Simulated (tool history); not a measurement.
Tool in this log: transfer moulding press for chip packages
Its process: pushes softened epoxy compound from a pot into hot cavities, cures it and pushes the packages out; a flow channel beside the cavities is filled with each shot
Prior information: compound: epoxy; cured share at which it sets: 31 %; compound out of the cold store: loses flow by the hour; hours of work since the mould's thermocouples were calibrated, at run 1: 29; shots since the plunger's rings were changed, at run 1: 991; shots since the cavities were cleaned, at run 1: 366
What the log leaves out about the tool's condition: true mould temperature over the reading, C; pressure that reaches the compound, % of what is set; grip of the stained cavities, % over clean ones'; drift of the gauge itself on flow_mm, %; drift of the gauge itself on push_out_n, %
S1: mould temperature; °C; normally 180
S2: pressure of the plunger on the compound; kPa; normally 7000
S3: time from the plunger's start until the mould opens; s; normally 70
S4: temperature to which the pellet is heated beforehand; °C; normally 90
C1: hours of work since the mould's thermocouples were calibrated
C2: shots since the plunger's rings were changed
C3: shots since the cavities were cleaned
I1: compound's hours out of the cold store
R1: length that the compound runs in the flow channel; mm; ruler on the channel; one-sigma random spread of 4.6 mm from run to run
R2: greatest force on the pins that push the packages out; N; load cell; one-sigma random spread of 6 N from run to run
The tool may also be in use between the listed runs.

run,day,S1,S2,S3,S4,C1,C2,C3,I1,R1,R2
1,0.000,180,7000,70,90,29,991,366,46.9,678,220
# day 0.950: cavities cleaned with cleaning compound and waxed
2,2.062,180,7000,70,90,49,1429,244,11.0,737,235
# day 3.329: cavities cleaned with cleaning compound and waxed
3,5.083,184,7000,70,90,79,2078,385,45.8,650,207
# day 5.754: cavities cleaned with cleaning compound and waxed
4,6.896,180,7000,70,90,97,2462,251,9.1,745,227
# day 8.175: cavities cleaned with cleaning compound and waxed
5,8.996,180,7000,70,90,117,2908,180,23.3,714,225
# day 10.621: cavities cleaned with cleaning compound and waxed
6,11.200,180,7000,70,90,139,3378,127,19.9,719,229
7,12.871,180,7000,70,90,156,3744,493,14.4,732,224
# day 13.071: cavities cleaned with cleaning compound and waxed
8,15.183,180,7000,70,90,179,4238,464,17.8,722,231
# day 15.475: cavities cleaned with cleaning compound and waxed
9,17.175,183,7000,70,90,199,4661,373,46.7,666,209
# day 17.946: cavities cleaned with cleaning compound and waxed
10,19.738,180,7000,70,90,224,5208,392,43.5,677,228
# day 20.479: plunger's sealing rings changed
# day 20.542: cavities cleaned with cleaning compound and waxed
11,22.254,180,7000,70,82,248,376,376,15.9,728,218
# day 22.896: cavities cleaned with cleaning compound and waxed
12,24.300,180,7000,70,82,268,811,308,18.3,713,227
# day 25.408: cavities cleaned with cleaning compound and waxed
13,26.175,180,7000,70,82,287,1208,167,23.1,711,231
# day 27.942: cavities cleaned with cleaning compound and waxed
14,28.425,180,7000,85,82,309,1688,106,20.9,723,194
# day 30.379: cavities cleaned with cleaning compound and waxed
15,30.812,185,8150,70,97,333,2198,95,15.9,772,201
# day 32.783: cavities cleaned with cleaning compound and waxed
16,33.142,180,7000,70,90,356,2695,78,13.1,737,221
# day 35.329: cavities cleaned with cleaning compound and waxed
17,35.729,180,7000,70,90,381,3249,88,16.0,718,230
# day 37.692: cavities cleaned with cleaning compound and waxed
18,37.692,181,7420,79,99,401,3665,0,20.0,740,201
# day 40.100: cavities cleaned with cleaning compound and waxed
19,40.825,181,7420,79,99,432,4339,159,37.3,709,212
20,42.171,177,5400,60,93,445,4634,454,31.7,614,326
# day 42.579: cavities cleaned with cleaning compound and waxed
21,44.796,187,5400,60,82,472,5195,485,31.4,600,209
# day 45.017: cavities cleaned with cleaning compound and waxed
# day 45.600: plunger's sealing rings changed
22,47.375,178,7930,103,91,496,389,494,32.0,742,205
# day 47.612: cavities cleaned with cleaning compound and waxed
# day 49.996: cavities cleaned with cleaning compound and waxed
23,50.067,173,6710,58,87,522,953,16,36.5,692,471
24,51.904,186,6550,58,90,541,1355,418,16.6,683,233
# day 52.525: cavities cleaned with cleaning compound and waxed
25,53.233,186,6550,58,90,554,1633,156,24.1,679,230
# day 54.883: cavities cleaned with cleaning compound and waxed
26,55.567,180,7000,81,82,577,2131,150,40.3,686,209

4 ways to go on from here, each from the tool as it stands after run 26. What would each give?
# day 57.500: cavities cleaned with cleaning compound and waxed
A,58.262,180,6960,70,84,604,2708,167,45.7,?,?
# day 57.500: cavities cleaned with cleaning compound and waxed
B,58.262,178,7000,70,90,604,2708,167,45.7,?,?
# day 57.500: cavities cleaned with cleaning compound and waxed
C,58.262,180,8540,101,90,604,2708,167,44.8,?,?
# day 57.500: cavities cleaned with cleaning compound and waxed
D,58.262,181,8290,66,82,604,2708,167,31.8,?,?

run,R1,R2
A,676,212
B,684,225
C,749,199
D,754,233
The same runs, with their run-to-run variation unchanged, on a tool lacking any hidden condition would have given:
run,R1,R2
A,677,211
B,684,224
C,749,198
D,755,231
